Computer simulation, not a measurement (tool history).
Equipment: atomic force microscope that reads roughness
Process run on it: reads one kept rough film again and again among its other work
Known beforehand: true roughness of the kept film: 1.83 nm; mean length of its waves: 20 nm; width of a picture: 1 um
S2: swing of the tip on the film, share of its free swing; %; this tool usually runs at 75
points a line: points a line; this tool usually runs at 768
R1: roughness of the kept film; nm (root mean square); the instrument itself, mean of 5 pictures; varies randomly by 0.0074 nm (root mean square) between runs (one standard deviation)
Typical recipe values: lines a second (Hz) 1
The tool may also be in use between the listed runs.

{"run": 1, "day": 0.0, "lines a second (Hz)": 1, "S2": 75, "points a line": 768, "R1": 1.261}
{"run": 2, "day": 0.617, "lines a second (Hz)": 1, "S2": 75, "points a line": 768, "R1": 1.238}
{"run": 3, "day": 1.1, "lines a second (Hz)": 1, "S2": 75, "points a line": 768, "R1": 1.221}
{"run": 4, "day": 1.504, "lines a second (Hz)": 1, "S2": 75, "points a line": 768, "R1": 1.196}
{"day": 1.967, "done": "new tip fitted"}
{"run": 5, "day": 2.15, "lines a second (Hz)": 1, "S2": 75, "points a line": 768, "R1": 1.555}
{"run": 6, "day": 2.679, "lines a second (Hz)": 0.76, "S2": 75, "points a line": 768, "R1": 1.531}
{"run": 7, "day": 3.246, "lines a second (Hz)": 0.76, "S2": 75, "points a line": 768, "R1": 1.49}
{"run": 8, "day": 3.575, "lines a second (Hz)": 1, "S2": 75, "points a line": 768, "R1": 1.457}
{"run": 9, "day": 3.979, "lines a second (Hz)": 1, "S2": 75, "points a line": 768, "R1": 1.415}
{"run": 10, "day": 4.575, "lines a second (Hz)": 1, "S2": 89, "points a line": 768, "R1": 1.297}
{"run": 11, "day": 5.025, "lines a second (Hz)": 1, "S2": 89, "points a line": 768, "R1": 1.277}
{"run": 12, "day": 5.325, "lines a second (Hz)": 1, "S2": 89, "points a line": 768, "R1": 1.258}
{"run": 13, "day": 5.85, "lines a second (Hz)": 1, "S2": 89, "points a line": 768, "R1": 1.227}
{"run": 14, "day": 6.475, "lines a second (Hz)": 1, "S2": 75, "points a line": 768, "R1": 1.271}
{"run": 15, "day": 7.029, "lines a second (Hz)": 3.23, "S2": 75, "points a line": 768, "R1": 1.091}
{"run": 16, "day": 7.429, "lines a second (Hz)": 3.23, "S2": 75, "points a line": 768, "R1": 1.073}
{"day": 7.525, "done": "height scale calibrated on a step standard"}
{"run": 17, "day": 8.004, "lines a second (Hz)": 1, "S2": 83, "points a line": 768, "R1": 1.168}
{"run": 18, "day": 8.304, "lines a second (Hz)": 1, "S2": 83, "points a line": 768, "R1": 1.152}
{"day": 8.754, "done": "new tip fitted"}
{"run": 19, "day": 8.9, "lines a second (Hz)": 1, "S2": 75, "points a line": 768, "R1": 1.547}
{"run": 20, "day": 9.483, "lines a second (Hz)": 1, "S2": 75, "points a line": 768, "R1": 1.499}
{"run": 21, "day": 10.025, "lines a second (Hz)": 1, "S2": 75, "points a line": 265, "R1": 1.43}
{"run": 22, "day": 10.521, "lines a second (Hz)": 1, "S2": 75, "points a line": 265, "R1": 1.388}
{"run": 23, "day": 10.829, "lines a second (Hz)": 1, "S2": 75, "points a line": 265, "R1": 1.368}
{"day": 11.321, "done": "height scale calibrated on a step standard, once more"}
{"run": 24, "day": 11.462, "lines a second (Hz)": 1, "S2": 75, "points a line": 265, "R1": 1.324}
{"run": 25, "day": 11.85, "lines a second (Hz)": 1, "S2": 75, "points a line": 265, "R1": 1.315}
{"run": 26, "day": 12.104, "lines a second (Hz)": 2.27, "S2": 57, "points a line": 265, "R1": 1.314}
{"run": 27, "day": 12.679, "lines a second (Hz)": 1.05, "S2": 79, "points a line": 323, "R1": 1.247}
{"run": 28, "day": 12.942, "lines a second (Hz)": 1.05, "S2": 60, "points a line": 323, "R1": 1.312}
{"run": 29, "day": 13.521, "lines a second (Hz)": 1.05, "S2": 60, "points a line": 323, "R1": 1.283}
{"run": 30, "day": 13.788, "lines a second (Hz)": 1, "S2": 71, "points a line": 768, "R1": 1.261}
{"run": 31, "day": 14.117, "lines a second (Hz)": 1, "S2": 71, "points a line": 768, "R1": 1.253}
{"run": 32, "day": 14.467, "lines a second (Hz)": 1.4, "S2": 88, "points a line": 976, "R1": 1.102}
{"run": 33, "day": 14.808, "lines a second (Hz)": 0.62, "S2": 88, "points a line": 976, "R1": 1.187}
{"run": 34, "day": 15.225, "lines a second (Hz)": 0.62, "S2": 88, "points a line": 976, "R1": 1.167}
{"day": 15.533, "done": "new tip fitted"}
{"run": 35, "day": 15.75, "lines a second (Hz)": 0.66, "S2": 71, "points a line": 768, "R1": 1.589}
{"run": 36, "day": 16.338, "lines a second (Hz)": 0.66, "S2": 71, "points a line": 768, "R1": 1.528}
{"run": 37, "day": 16.871, "lines a second (Hz)": 1, "S2": 67, "points a line": 649, "R1": 1.502}
{"run": 38, "day": 17.229, "lines a second (Hz)": 3, "S2": 82, "points a line": 530, "R1": 1.183}
{"run": 39, "day": 17.717, "lines a second (Hz)": 3, "S2": 82, "points a line": 530, "R1": 1.15}
{"run": 40, "day": 18.275, "lines a second (Hz)": 1.37, "S2": 75, "points a line": 666, "R1": 1.338}
{"run": 41, "day": 18.617, "lines a second (Hz)": 1.37, "S2": 75, "points a line": 666, "R1": 1.32}
{"run": 42, "day": 18.954, "lines a second (Hz)": 1, "S2": 59, "points a line": 1006, "R1": 1.385}
{"run": 43, "day": 19.554, "lines a second (Hz)": 1, "S2": 59, "points a line": 1006, "R1": 1.358}
{"run": 44, "day": 19.929, "lines a second (Hz)": 1, "S2": 59, "points a line": 1006, "R1": 1.331}
{"run": 45, "day": 20.192, "lines a second (Hz)": 0.85, "S2": 80, "points a line": 591, "R1": 1.267}
{"run": 46, "day": 20.688, "lines a second (Hz)": 0.76, "S2": 63, "points a line": 591, "R1": 1.294}

For some of the steps in R1 from one run to the next: how much would appear even if the tool had no hidden state, given the settings, what came in and random variation, and how much remains for the hidden state plus any gauge scatter that the measured result and the result without hidden state don't share?
Hidden state at play: radius of the tip, nm; height scale over the true one, %; drift of the gauge itself on roughness_nm, %.
Run 4 -> 5: new tip fitted. R1 +0.359 nm (root mean square): hidden state +0.347, all else +0.012.
Run 18 -> 19: S2 83 -> 75, new tip fitted. R1 +0.395 nm (root mean square): hidden state +0.346, all else +0.049.
Run 34 -> 35: lines a second (Hz) 0.62 -> 0.66, S2 88 -> 71, points a line 976 -> 768, new tip fitted. R1 +0.422 nm (root mean square): hidden state +0.362, all else +0.06.
